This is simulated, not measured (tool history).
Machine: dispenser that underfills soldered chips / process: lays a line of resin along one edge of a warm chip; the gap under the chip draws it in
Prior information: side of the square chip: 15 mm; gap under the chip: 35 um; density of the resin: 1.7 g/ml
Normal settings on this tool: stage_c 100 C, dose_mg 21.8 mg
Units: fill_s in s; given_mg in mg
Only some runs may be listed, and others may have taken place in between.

run,day,stage_c,dose_mg,fill_s,given_mg
1,0,100,21.8,598.3,18.76
# day 0.488: dispensing valve cleaned and set on the balance
2,0.512,100,21.8,1000.3,21.73
# day 0.746: new syringe of resin
3,0.983,100,21.8,719.3,21.48
# day 1.483: new syringe of resin
4,1.483,100,21.8,550.9,21.58
5,1.808,100,22.8,811.5,22.17
# day 2.229: new syringe of resin
6,2.321,100,20.8,609.5,20.25
7,2.775,100,20.4,1031.3,19.73
# day 2.983: new syringe of resin
8,3.217,100,20.4,723.3,19.45
9,3.438,94,19.4,1128.3,18.38
# day 3.725: new syringe of resin
10,3.871,111,22.7,477.8,21.3
11,4.142,111,22.7,644.3,21.48
# day 4.471: new syringe of resin
12,4.654,102,22.8,641.7,21.19
13,5.1,107,18.6,983.9,17.33

The next listed run, before its measurement:
# day 5.204: new syringe of resin
14,5.329,85,24.2,?,?

Run 14 gave fill_s 973.1 s, given_mg 22.38 mg.
With no hidden state in the tool, this same run would have given fill_s 859 s, given_mg 24.18 mg.
